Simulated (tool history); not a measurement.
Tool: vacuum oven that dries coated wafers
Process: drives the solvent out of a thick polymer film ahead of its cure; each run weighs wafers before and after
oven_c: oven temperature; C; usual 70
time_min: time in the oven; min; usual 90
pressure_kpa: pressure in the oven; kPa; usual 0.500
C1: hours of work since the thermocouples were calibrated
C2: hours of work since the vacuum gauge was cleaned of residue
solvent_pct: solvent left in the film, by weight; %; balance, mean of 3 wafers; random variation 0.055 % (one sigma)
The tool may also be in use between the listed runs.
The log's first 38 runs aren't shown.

run 39 hour=1392.7 | oven_c=64 time_min=125 pressure_kpa=1.064 | C1=462 C2=1740 | solvent_pct=4.31
run 40 hour=1426.3 | oven_c=64 time_min=125 pressure_kpa=1.064 | C1=489 C2=1767 | solvent_pct=4.33
run 41 hour=1471.9 | oven_c=64 time_min=125 pressure_kpa=1.064 | C1=524 C2=1803 | solvent_pct=4.18
run 42 hour=1514.0 | oven_c=64 time_min=125 pressure_kpa=1.064 | C1=557 C2=1836 | solvent_pct=4.19
run 43 hour=1564.3 | oven_c=84 time_min=130 pressure_kpa=1.016 | C1=597 C2=1875 | solvent_pct=1.06
run 44 hour=1589.0 | oven_c=68 time_min=130 pressure_kpa=1.413 | C1=616 C2=1894 | solvent_pct=3.71
run 45 hour=1613.8 | oven_c=68 time_min=130 pressure_kpa=1.413 | C1=636 C2=1914 | solvent_pct=3.68
run 46 hour=1636.5 | oven_c=70 time_min=90 pressure_kpa=0.682 | C1=653 C2=1932 | solvent_pct=2.99

5 ways to go on from here, each from the tool as it stands after run 46. What would each give?
run A hour=1683.7 | oven_c=73 time_min=49 pressure_kpa=1.489 | C1=690 C2=1969 | solvent_pct=?
run B hour=1683.7 | oven_c=64 time_min=90 pressure_kpa=1.770 | C1=690 C2=1969 | solvent_pct=?
run C hour=1683.7 | oven_c=70 time_min=160 pressure_kpa=0.500 | C1=690 C2=1969 | solvent_pct=?
run D hour=1683.7 | oven_c=70 time_min=90 pressure_kpa=0.884 | C1=690 C2=1969 | solvent_pct=?
run E hour=1683.7 | oven_c=70 time_min=55 pressure_kpa=0.500 | C1=690 C2=1969 | solvent_pct=?

run=A solvent_pct=6.05
run=B solvent_pct=7.05
run=C solvent_pct=1.45
run=D solvent_pct=3.29
run=E solvent_pct=5.36
Without the tool's hidden state the same runs would have given:
run=A solvent_pct=5.51
run=B solvent_pct=6.34
run=C solvent_pct=1.01
run=D solvent_pct=2.76
run=E solvent_pct=4.78

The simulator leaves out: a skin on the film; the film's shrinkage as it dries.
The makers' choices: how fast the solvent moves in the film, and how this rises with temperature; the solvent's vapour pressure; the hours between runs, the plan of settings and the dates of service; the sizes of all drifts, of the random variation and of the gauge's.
